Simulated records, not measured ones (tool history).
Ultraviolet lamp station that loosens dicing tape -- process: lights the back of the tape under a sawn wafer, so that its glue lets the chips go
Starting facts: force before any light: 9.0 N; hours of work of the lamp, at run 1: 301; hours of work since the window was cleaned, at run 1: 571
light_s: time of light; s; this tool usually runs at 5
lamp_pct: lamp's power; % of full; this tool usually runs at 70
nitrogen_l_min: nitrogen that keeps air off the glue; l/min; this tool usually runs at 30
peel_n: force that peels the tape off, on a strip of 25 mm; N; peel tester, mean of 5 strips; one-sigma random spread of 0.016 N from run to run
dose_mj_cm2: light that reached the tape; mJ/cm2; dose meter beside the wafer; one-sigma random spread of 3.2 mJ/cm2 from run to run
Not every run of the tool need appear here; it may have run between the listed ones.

run   hour  light_s  lamp_pct  nitrogen_l_min  hours of work of the lamp  hours of work since the window was cleaned  peel_n  dose_mj_cm2
  1    0.0        5        70              30                        301                                         571   1.137          412
  2   12.4        5        70              30                        310                                         580   1.102          407
  3   19.3        5        70              23                        315                                         585   1.365          413
  4   27.3        5        70              53                        321                                         591   0.798          409
  5   37.3        5        70              53                        329                                         598   0.801          411
  6   48.2        5        65              53                        337                                         607   0.932          381
  7   54.6        5        65              53                        342                                         611   0.942          377
  8   67.9        9        82              25                        352                                         621   0.351          870
  9   80.8        9        97              25                        361                                         631   0.267         1009
 10   94.3        3        90              12                        371                                         641   3.006          307
 11  104.2        4        68              13                        379                                         648   2.794          309

Predict the results of run 12:
 12  118.4        4        68              13                        389                                         659       ?            ?

peel_n: 2.840 N
dose_mj_cm2: 305 mJ/cm2
Minus the tool's unlogged condition, the same run would have read peel_n 2.096 N, dose_mj_cm2 388 mJ/cm2.
